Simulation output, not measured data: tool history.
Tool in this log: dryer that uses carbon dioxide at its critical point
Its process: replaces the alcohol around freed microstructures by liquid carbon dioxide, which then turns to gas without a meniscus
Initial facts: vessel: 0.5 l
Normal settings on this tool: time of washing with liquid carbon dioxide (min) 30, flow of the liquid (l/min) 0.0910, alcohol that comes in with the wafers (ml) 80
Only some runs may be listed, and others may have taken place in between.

run   hour  time of washing with liquid carbon dioxide (min)  flow of the liquid (l/min)  alcohol that comes in with the wafers (ml)  alcohol left in the vessel before it's heated (ppm by volume)
  1    0.0                                                30                      0.0910                                          80                                                           2998
  2   27.9                                                30                      0.0910                                          80                                                           3202
  3   53.7                                                30                      0.0910                                          80                                                           3226
  4   88.4                                                30                      0.0910                                          80                                                           3510
  5  106.0                                                30                      0.0910                                          80                                                           3526
  6  125.9                                                30                      0.0910                                          80                                                           3624
     130.2  -- inlet filter changed
  7  151.6                                                30                      0.0792                                          80                                                           3541
  8  175.5                                                30                      0.0792                                          80                                                           3639
  9  205.3                                                30                      0.0910                                          30                                                            815
 10  233.8                                                30                      0.0910                                          30                                                            854
 11  249.5                                                30                      0.0910                                          30                                                            867
 12  280.0                                                30                      0.0910                                          30                                                            919
 13  312.7                                                30                      0.0910                                          30                                                            948
 14  333.3                                                30                      0.0910                                          30                                                            949
 15  349.6                                                30                      0.0910                                          80                                                           2444
 16  376.0                                                30                      0.0910                                          80                                                           2655
 17  402.1                                                30                      0.1071                                          80                                                           1285
 18  431.5                                                30                      0.0910                                          94                                                           3291
 19  448.0                                                31                      0.0910                                          80                                                           2560
 20  480.7                                                30                      0.0910                                          26                                                           1032
 21  504.5                                                30                      0.0910                                          26                                                           1071
 22  531.8                                                47                      0.1368                                          70                                                             80
 23  569.1                                                30                      0.0910                                         115                                                           4864
 24  602.1                                                30                      0.0674                                          35                                                           4329
 25  635.1                                                30                      0.0674                                          35                                                           4435
     641.6  -- inlet filter changed
 26  657.6                                                38                      0.1072                                          62                                                            237
 27  692.2                                                26                      0.0665                                         102                                                          13259
 28  723.8                                                30                      0.1000                                          75                                                           1355
 29  747.8                                                30                      0.0910                                          30                                                            891
 30  765.7                                                30                      0.1294                                         109                                                            541
 31  790.9                                                21                      0.0688                                          20                                                           4451
 32  821.8                                                21                      0.0688                                          20                                                           4618
 33  849.5                                                38                      0.1094                                          53                                                            280
 34  869.0                                                19                      0.1419                                          53                                                           1725

Forecast each of these 4 alternatives for the next run:
  A  903.4                                                30                      0.0663                                          22                                                              ?
  B  903.4                                                36                      0.1419                                          53                                                              ?
  C  903.4                                                30                      0.0910                                         110                                                              ?
  D  903.4                                                30                      0.0910                                          33                                                              ?

run  alcohol left in the vessel before it's heated (ppm by volume)
  A                                                           2361
  B                                                            136
  C                                                           3657
  D                                                           1222
Without the tool's hidden state the same runs would have given:
run  alcohol left in the vessel before it's heated (ppm by volume)
  A                                                           1779
  B                                                             14
  C                                                           2548
  D                                                            800
